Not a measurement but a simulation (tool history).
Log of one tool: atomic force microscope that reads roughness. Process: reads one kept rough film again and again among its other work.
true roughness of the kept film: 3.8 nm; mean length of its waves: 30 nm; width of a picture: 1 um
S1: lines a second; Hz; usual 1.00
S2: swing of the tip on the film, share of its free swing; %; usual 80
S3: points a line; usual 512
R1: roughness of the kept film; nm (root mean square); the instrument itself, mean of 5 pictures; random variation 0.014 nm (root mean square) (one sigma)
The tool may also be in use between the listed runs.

run    hour    S1  S2   S3     R1
  1     0.0  1.00  80  512  3.289
  2    69.0  1.00  80  512  3.166
  3   119.5  1.00  80  512  3.097
  4   192.9  1.00  80  512  3.017
  5   240.0  1.00  80  511  2.926
  6   297.6  1.00  80  511  2.859
      319.8  -- new tip fitted
  7   371.1  1.00  80  511  3.289
  8   411.8  1.00  80  511  3.233
  9   448.4  1.00  80  511  3.191
 10   517.7  1.00  80  511  3.097
 11   594.2  1.00  80  406  2.970
 12   629.4  1.00  80  512  2.942
      671.6  -- new tip fitted
 13   690.7  1.00  80  512  3.339
 14   731.4  1.00  80  276  3.213
 15   787.2  1.00  80  587  3.204
 16   860.9  1.00  80  587  3.084
 17   934.1  1.00  80  719  2.991
 18  1015.9  1.00  80  719  2.880
     1020.5  -- new tip fitted
 19  1090.6  1.00  80  719  3.273
 20  1125.3  1.00  80  719  3.218
 21  1171.6  1.00  80  512  3.150
 22  1210.4  1.00  80  512  3.119
 23  1278.9  3.02  80  534  2.790
     1285.3  -- height scale calibrated on a step standard
 24  1363.1  1.62  66  534  2.915
     1375.1  -- new tip fitted
 25  1410.2  3.55  56  283  3.316
 26  1488.0  0.66  66  313  3.237
 27  1567.8  0.66  66  313  3.150
 28  1636.2  0.66  86  512  2.983
 29  1676.7  2.14  59  512  2.961
     1727.3  -- new tip fitted
 30  1737.2  0.50  80  384  3.442
     1746.6  -- height scale calibrated on a step standard, once more
 31  1791.4  0.50  82  554  3.319
 32  1871.1  0.50  74  368  3.218
 33  1916.2  0.71  74  394  3.128
 34  1989.4  1.64  80  512  2.903
 35  2054.5  2.85  80  336  2.678
     2077.6  -- new tip fitted
 36  2121.2  2.85  80  336  3.043
 37  2155.9  3.50  66  356  3.126
 38  2221.5  3.50  66  356  3.063
 39  2305.6  2.56  60  674  3.058
 40  2375.0  2.56  60  974  2.969
     2427.6  -- new tip fitted
 41  2455.6  2.56  60  974  3.336
 42  2497.6  2.56  59  698  3.281

4 ways to go on from here, each from the tool as it stands after run 42. What would each give?
  A  2583.6  2.34  59  1022   ?
  B  2583.6  1.00  80   267   ?
  C  2583.6  1.12  59   698   ?
  D  2583.6  3.63  69   512   ?

run     R1
  A  3.197
  B  3.086
  C  3.194
  D  3.024
Without the tool's hidden state the same runs would have given:
run     R1
  A  3.430
  B  3.311
  C  3.428
  D  3.245
